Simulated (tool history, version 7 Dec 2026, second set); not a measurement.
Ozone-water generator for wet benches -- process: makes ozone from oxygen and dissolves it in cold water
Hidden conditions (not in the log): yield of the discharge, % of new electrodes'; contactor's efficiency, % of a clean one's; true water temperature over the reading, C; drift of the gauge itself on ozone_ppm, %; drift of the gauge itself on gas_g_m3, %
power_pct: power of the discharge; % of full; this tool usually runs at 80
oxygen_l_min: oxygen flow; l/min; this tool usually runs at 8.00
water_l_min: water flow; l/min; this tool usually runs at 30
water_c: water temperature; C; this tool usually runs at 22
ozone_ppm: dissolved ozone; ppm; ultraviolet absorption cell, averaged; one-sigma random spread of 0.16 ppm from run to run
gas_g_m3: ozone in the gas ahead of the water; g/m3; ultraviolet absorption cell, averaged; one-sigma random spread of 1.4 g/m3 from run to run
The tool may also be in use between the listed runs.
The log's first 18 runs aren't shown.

run     day  power_pct  oxygen_l_min  water_l_min  water_c  hours of work since the electrodes were changed  hours of work since the contactor was cleaned  hours of work since the thermometer was calibrated  ozone_ppm  gas_g_m3
 19  21.883         80         12.10           30       27                                             1472                                           5135                                                  66       18.6     212.4
 20  23.388         80         12.10           27       21                                             1506                                           5169                                                 101       23.0     211.5
 21  24.604         97         10.98           32       14                                             1533                                           5197                                                 128       24.9     243.7
     24.871  -- water thermometer calibrated, once more
 22  26.342         97         10.98           32       17                                             1572                                           5236                                                  33       23.5     244.7
 23  27.088         97         10.98           32       17                                             1589                                           5253                                                  50       23.9     246.4
 24  28.238         97          6.02           32       17                                             1616                                           5279                                                  77       21.0     312.1
 25  29.104         97          6.02           27       17                                             1635                                           5299                                                  96       25.3     309.5
 26  30.046         98          6.13           45       28                                             1657                                           5320                                                 118       12.9     309.8
 27  30.908         98         11.44           45       28                                             1676                                           5340                                                 137       14.2     243.7
 28  32.112         77         11.65           30       22                                             1704                                           5367                                                 165       20.2     209.9
 29  32.912         80          6.47           30       19                                             1722                                           5385                                                 183       20.3     267.1
 30  33.646         80          6.47           30       19                                             1739                                           5402                                                 200       20.4     269.9
 31  35.221         80          6.47           30       19                                             1775                                           5438                                                 236       20.2     267.8
 32  36.458         43          5.34           30       15                                             1803                                           5466                                                 264       13.8     200.9

Below are 3 alternative next runs, each starting from the tool's condition after run 32. Predict each:
  A  37.442         86          8.00           23       23                                             1825                                           5488                                                 286          ?         ?
  B  37.442         80          4.44           30       22                                             1825                                           5488                                                 286          ?         ?
  C  37.442         43          8.57           23       20                                             1825                                           5488                                                 286          ?         ?

run  ozone_ppm  gas_g_m3
  A       26.1     256.6
  B       17.6     311.5
  C       18.1     167.6
Stripped of hidden state, with their random variation kept, the same runs would have yielded:
run  ozone_ppm  gas_g_m3
  A       28.3     268.1
  B       19.2     324.7
  C       19.4     172.2
